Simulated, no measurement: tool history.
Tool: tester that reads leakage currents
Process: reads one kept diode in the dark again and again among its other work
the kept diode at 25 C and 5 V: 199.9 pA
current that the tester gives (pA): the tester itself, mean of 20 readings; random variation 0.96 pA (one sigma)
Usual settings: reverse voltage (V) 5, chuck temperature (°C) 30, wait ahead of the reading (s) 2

run    hour  reverse voltage (V)  chuck temperature (°C)  wait ahead of the reading (s)  current that the tester gives (pA)
  1       0                    5                      30                              2                              274.78
  2    97.1                    5                      30                              2                              274.43
  3   237.9                 2.55                      30                              2                              198.03
  4   318.1                    5                      30                              2                              270.92
      379.1  -- chuck's temperature calibrated
  5   512.8                    5                      30                              2                              320.75
  6   640.4                    5                      30                              2                              319.16
  7   833.5                    5                      30                              2                              314.69
  8  1001.4                    5                      30                              2                              313.21
  9  1178.3                 1.04                      30                              2                              146.53
 10  1299.9                 6.87                      30                           3.04                              354.89
 11  1424.6                 4.14                      23                           0.36                              148.77
 12  1519.3                19.11                      39                           7.67                             1235.92
     1582.9  -- tester calibrated
     1600.9  -- probe card cleaned and baked
 13  1695.8                 5.87                      39                           3.08                              694.37
 14  1824.6                 5.07                      46                              2                             1165.51
 15  2012.7                 5.07                      21                           2.59                              122.82
 16  2094.6                 5.07                      21                           2.59                              121.82
 17  2205.6                 3.97                      21                           0.51                              108.82

3 ways to go on from here, each from the tool as it stands after run 17. What would each give?
  A  2361.5                18.46                      33                            0.9                                   ?
  B  2361.5                 8.86                      59                           0.46                                   ?
  C  2361.5                 9.15                      21                           0.51                                   ?

run  current that the tester gives (pA)
  A                              671.83
  B                             4101.57
  C                               162.5
Without the tool's hidden state the same runs would have given:
run  current that the tester gives (pA)
  A                              766.68
  B                             4637.87
  C                              184.66
